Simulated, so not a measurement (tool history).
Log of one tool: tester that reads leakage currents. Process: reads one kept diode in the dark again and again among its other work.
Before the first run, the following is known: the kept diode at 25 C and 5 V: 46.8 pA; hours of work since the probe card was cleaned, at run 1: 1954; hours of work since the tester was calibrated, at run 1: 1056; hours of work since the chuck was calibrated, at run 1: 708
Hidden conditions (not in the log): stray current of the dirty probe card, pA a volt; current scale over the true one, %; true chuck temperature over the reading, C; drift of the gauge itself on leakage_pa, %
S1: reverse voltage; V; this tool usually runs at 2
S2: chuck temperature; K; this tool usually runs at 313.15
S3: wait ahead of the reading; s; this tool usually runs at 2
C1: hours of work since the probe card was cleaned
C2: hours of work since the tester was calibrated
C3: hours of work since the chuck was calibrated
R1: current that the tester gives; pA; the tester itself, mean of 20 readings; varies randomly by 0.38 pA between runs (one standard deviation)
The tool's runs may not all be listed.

run 1 hour=0 | S1=2 S2=313.15 S3=2 | C1=1954 C2=1056 C3=708 | R1=119.28
run 2 hour=174.3 | S1=2 S2=313.15 S3=0.91 | C1=2056 C2=1158 C3=810 | R1=119.54
-- hour=197.8 chuck's temperature calibrated
-- hour=314.8 probe card cleaned and baked
run 3 hour=324.9 | S1=2 S2=313.15 S3=0.91 | C1=6 C2=1244 C3=73 | R1=125.35
run 4 hour=479.5 | S1=2 S2=313.15 S3=0.91 | C1=96 C2=1334 C3=163 | R1=124.64
run 5 hour=565.6 | S1=2 S2=313.15 S3=0.91 | C1=147 C2=1385 C3=214 | R1=124.06
run 6 hour=732 | S1=2 S2=313.15 S3=0.91 | C1=244 C2=1482 C3=311 | R1=123.65
run 7 hour=862.1 | S1=2 S2=313.15 S3=0.34 | C1=320 C2=1558 C3=387 | R1=123.87
run 8 hour=1022.1 | S1=8.53 S2=313.15 S3=2 | C1=414 C2=1652 C3=481 | R1=217.98
run 9 hour=1183.8 | S1=8.53 S2=313.15 S3=2 | C1=509 C2=1747 C3=576 | R1=216.89
run 10 hour=1349.9 | S1=8.53 S2=313.15 S3=3.91 | C1=606 C2=1844 C3=673 | R1=214.66
run 11 hour=1497.4 | S1=8.53 S2=313.15 S3=3.91 | C1=693 C2=1930 C3=759 | R1=214.76
-- hour=1612.6 chuck's temperature calibrated
run 12 hour=1626.7 | S1=6.53 S2=320.15 S3=3.68 | C1=767 C2=2005 C3=8 | R1=366.77
run 13 hour=1787 | S1=2 S2=311.15 S3=0.89 | C1=861 C2=2099 C3=102 | R1=106.6
run 14 hour=1895.5 | S1=2 S2=311.15 S3=0.89 | C1=925 C2=2162 C3=166 | R1=106.28
run 15 hour=2074.2 | S1=2 S2=311.15 S3=0.89 | C1=1029 C2=2267 C3=270 | R1=106.27
run 16 hour=2237.6 | S1=2 S2=311.15 S3=0.89 | C1=1125 C2=2363 C3=366 | R1=104.88
run 17 hour=2398 | S1=2 S2=325.15 S3=2 | C1=1219 C2=2456 C3=460 | R1=332.95

Predict the results of run 18:
run 18 hour=2495 | S1=2 S2=325.15 S3=2 | C1=1276 C2=2513 C3=517 | R1=?

{"run 18": {"R1": 330.25}}
Take away the tool's hidden state, keep the run-to-run variation as it was, and the same run would have given R1 338.43 pA.
